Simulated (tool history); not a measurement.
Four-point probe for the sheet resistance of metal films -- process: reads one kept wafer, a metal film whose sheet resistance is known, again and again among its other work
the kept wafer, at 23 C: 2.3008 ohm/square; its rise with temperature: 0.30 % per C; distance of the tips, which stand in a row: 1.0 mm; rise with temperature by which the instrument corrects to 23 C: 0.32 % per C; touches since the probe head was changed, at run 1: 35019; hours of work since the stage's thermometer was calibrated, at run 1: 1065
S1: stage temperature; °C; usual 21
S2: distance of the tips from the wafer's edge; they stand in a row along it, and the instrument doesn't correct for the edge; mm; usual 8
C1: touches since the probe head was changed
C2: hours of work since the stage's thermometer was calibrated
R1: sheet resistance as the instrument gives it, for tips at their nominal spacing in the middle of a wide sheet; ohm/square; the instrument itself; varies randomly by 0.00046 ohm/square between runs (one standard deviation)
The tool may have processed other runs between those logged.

Run 1, hour 0.0: usual settings; C1 35019; C2 1065. Result: R1 2.321595 ohm/square.
Run 2, hour 27.4: usual settings but S2 12 mm; C1 36238; C2 1085. Result: R1 2.310748 ohm/square.
Run 3, hour 46.0: usual settings but S2 12 mm; C1 37064; C2 1098. Result: R1 2.310964 ohm/square.
Run 4, hour 66.0: usual settings but S2 12 mm; C1 37949; C2 1113. Result: R1 2.310602 ohm/square.
Run 5, hour 93.9: usual settings but S2 12 mm; C1 39187; C2 1133. Result: R1 2.310551 ohm/square.
Run 6, hour 106.5: usual settings but S2 12 mm; C1 39745; C2 1142. Result: R1 2.310090 ohm/square.
Run 7, hour 123.1: usual settings but S2 12 mm; C1 40486; C2 1154. Result: R1 2.309104 ohm/square.
Run 8, hour 146.0: usual settings but S2 25 mm; C1 41503; C2 1171. Result: R1 2.303762 ohm/square.
Run 9, hour 164.5: usual settings but S2 25 mm; C1 42321; C2 1184. Result: R1 2.303074 ohm/square.
Run 10, hour 191.8: usual settings but S1 26 °C, S2 3 mm; C1 43535; C2 1204. Result: R1 2.427475 ohm/square.
Run 11, hour 205.9: usual settings but S1 26 °C, S2 3 mm; C1 44160; C2 1215. Result: R1 2.427522 ohm/square.
Run 12, hour 228.6: usual settings but S1 26 °C, S2 3 mm; C1 45167; C2 1231. Result: R1 2.426756 ohm/square.
Run 13, hour 252.3: usual settings but S1 26 °C, S2 3 mm; C1 46220; C2 1248. Result: R1 2.426529 ohm/square.

5 ways to go on from here, each from the tool as it stands after run 13. What would each give?
Run A, hour 265.6: usual settings but S1 35 °C, S2 31 mm; C1 46811; C2 1258. Result: R1 ?.
Run B, hour 265.6: usual settings but S1 26 °C, S2 4 mm; C1 46811; C2 1258. Result: R1 ?.
Run C, hour 265.6: usual settings but S1 24 °C, S2 7 mm; C1 46811; C2 1258. Result: R1 ?.
Run D, hour 265.6: usual settings but S1 35 °C, S2 3 mm; C1 46811; C2 1258. Result: R1 ?.
Run E, hour 265.6: usual settings but S1 30 °C, S2 15 mm; C1 46811; C2 1258. Result: R1 ?.

run        R1
  A  2.293361
  B  2.371912
  C  2.323140
  D  2.421641
  E  2.300019
Without the tool's hidden state the same runs would have given:
run        R1
  A  2.295232
  B  2.373830
  C  2.325019
  D  2.423606
  E  2.301890

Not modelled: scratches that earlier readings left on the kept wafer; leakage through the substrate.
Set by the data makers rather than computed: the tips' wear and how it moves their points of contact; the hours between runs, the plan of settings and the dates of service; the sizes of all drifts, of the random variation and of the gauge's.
